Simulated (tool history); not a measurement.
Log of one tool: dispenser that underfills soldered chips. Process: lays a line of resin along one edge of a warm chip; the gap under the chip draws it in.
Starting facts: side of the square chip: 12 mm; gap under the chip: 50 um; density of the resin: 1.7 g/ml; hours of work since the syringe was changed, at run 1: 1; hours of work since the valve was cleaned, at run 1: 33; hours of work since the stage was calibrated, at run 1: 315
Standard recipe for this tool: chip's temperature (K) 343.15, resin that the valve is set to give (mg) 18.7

run   hour  chip's temperature (K)  resin that the valve is set to give (mg)  hours of work since the syringe was changed  hours of work since the valve was cleaned  hours of work since the stage was calibrated  time until the resin shows at the far edge (s)  resin that the valve gave (mg)
  1    0.0                  343.15                                      18.7                                            1                                         33                                           315                                            96.9                           18.26
       8.2  -- new syringe of resin
      17.6  -- new syringe of resin
  2   17.7                  343.15                                      18.7                                            0                                         46                                           328                                            89.7                           18.02
  3   25.9                  328.15                                      18.7                                            6                                         52                                           334                                           248.4                           17.98
      27.3  -- new syringe of resin
      36.5  -- dispensing valve cleaned and set on the balance
  4   36.5                  328.15                                      18.7                                            6                                          0                                           342                                           248.8                           18.61
      38.3  -- new syringe of resin
      48.4  -- new syringe of resin
  5   54.2                  332.15                                      18.7                                            4                                         13                                           354                                           185.9                           18.53
      58.0  -- new syringe of resin
  6   62.0                  348.15                                      18.7                                            3                                         19                                           360                                            85.1                           18.57
      67.7  -- new syringe of resin
  7   70.0                  348.15                                      18.7                                            2                                         24                                           366                                            78.1                           18.35
      77.5  -- new syringe of resin
  8   86.2                  348.15                                      18.7                                            7                                         36                                           378                                           101.4                           18.26
      87.5  -- new syringe of resin
      97.3  -- new syringe of resin
  9  101.2                  343.15                                      16.7                                            3                                         47                                           389                                           105.9                           16.14
     107.6  -- new syringe of resin
 10  110.1                  343.15                                      18.0                                            2                                         54                                           395                                            97.1                           17.37
     117.1  -- new syringe of resin
     118.1  -- dispensing valve cleaned and set on the balance
     127.4  -- new syringe of resin
 11  127.4                  353.15                                      18.7                                            0                                          7                                           407                                            57.9                           18.64
     137.6  -- new syringe of resin
 12  139.3                  353.15                                      18.7                                            1                                         16                                           416                                            59.9                           18.51
     146.7  -- new syringe of resin
     156.4  -- new syringe of resin
 13  156.4                  353.15                                      18.7                                            0                                         28                                           428                                            54.8                           18.36
     165.6  -- new syringe of resin
 14  165.6                  353.15                                      18.7                                            0                                         35                                           435                                            56.5                           18.18
     175.7  -- new syringe of resin
 15  180.9                  343.15                                      18.7                                            4                                         46                                           446                                           110.8                           18.07
     185.9  -- new syringe of resin
 16  192.6                  343.15                                      18.7                                            5                                         55                                           455                                           116.2                           17.95
     195.8  -- new syringe of resin
     199.8  -- dispensing valve cleaned and set on the balance
     206.3  -- new syringe of resin
 17  206.3                  343.15                                      18.7                                            0                                          5                                           464                                            85.8                           18.72
     216.1  -- new syringe of resin
 18  221.3                  354.15                                      21.3                                            4                                         16                                           475                                            67.0                           21.09
     225.2  -- new syringe of resin
 19  233.6                  354.15                                      21.3                                            6                                         25                                           484                                            74.1                           20.98
     234.6  -- new syringe of resin
     244.9  -- new syringe of resin
     247.4  -- stage's temperature calibrated
 20  251.0                  339.15                                      16.2                                            4                                         37                                             3                                           153.9                           15.82
     255.8  -- new syringe of resin
     264.9  -- new syringe of resin
 21  266.4                  343.15                                      16.9                                            1                                         48                                            14                                           107.1                           16.43
     274.9  -- new syringe of resin
 22  278.7                  343.15                                      16.9                                            3                                         57                                            23                                           117.3                           16.25
     282.1  -- dispensing valve cleaned and set on the balance
     285.2  -- new syringe of resin
 23  288.3                  344.15                                      17.1                                            2                                          4                                            29                                           107.4                           16.99
     294.9  -- new syringe of resin
     304.9  -- new syringe of resin
 24  305.7                  358.15                                      23.7                                            1                                         17                                            42                                            52.3                           23.44
     314.2  -- new syringe of resin
 25  319.1                  348.15                                      16.0                                            4                                         27                                            52                                            99.3                           15.71
     324.1  -- new syringe of resin
     333.5  -- new syringe of resin
 26  333.5                  348.15                                      16.0                                            0                                         37                                            62                                            80.0                           15.53
     342.8  -- new syringe of resin
 27  342.8                  331.15                                      17.8                                            0                                         44                                            69                                           172.2                           17.22
 28  350.7                  331.15                                      17.8                                            6                                         50                                            75                                           236.9                           17.21
     352.3  -- new syringe of resin
     361.4  -- new syringe of resin
     363.6  -- dispensing valve cleaned and set on the balance
 29  363.6                  338.15                                      23.4                                            1                                          0                                            83                                           125.3                           23.31
     371.8  -- new syringe of resin
 30  371.8                  352.15                                      23.7                                            0                                          6                                            90                                            64.0                           23.50
     380.9  -- new syringe of resin
 31  380.9                  348.15                                      20.4                                            0                                         13                                            96                                            75.4                           20.22
     390.2  -- new syringe of resin
 32  393.1                  348.15                                      20.4                                            2                                         22                                           105                                            85.9                           20.04

Pick out some run-to-run changes in time until the resin shows at the far edge (s). Of each, how much would a tool without hidden state show as well, from the settings, what came in and chance, and how much is left for the hidden state and any gauge scatter not in both results compared?
Hidden conditions of the tool in this case: resin's viscosity, % of fresh resin's; dose that the valve gives, % of what is set; true chip temperature over the reading, C; drift of the gauge itself on fill_s, %; drift of the gauge itself on given_mg, %.
Run 2 -> 3: chip's temperature (K) 343.15 -> 328.15. time until the resin shows at the far edge (s) +158.7: hidden state +56.9, all else +101.8.
Run 5 -> 6: chip's temperature (K) 332.15 -> 348.15, new syringe of resin. time until the resin shows at the far edge (s) -100.8: hidden state -15.9, all else -84.9.
Run 27 -> 28: settings left as they were, no log entry in between. time until the resin shows at the far edge (s) +64.7: hidden state +63.6, all else +1.1.
Run 28 -> 29: chip's temperature (K) 331.15 -> 338.15, resin that the valve is set to give (mg) 17.8 -> 23.4, new syringe of resin, new syringe of resin, dispensing valve cleaned and set on the balance. time until the resin shows at the far edge (s) -111.6: hidden state -61.6, all else -50.0.

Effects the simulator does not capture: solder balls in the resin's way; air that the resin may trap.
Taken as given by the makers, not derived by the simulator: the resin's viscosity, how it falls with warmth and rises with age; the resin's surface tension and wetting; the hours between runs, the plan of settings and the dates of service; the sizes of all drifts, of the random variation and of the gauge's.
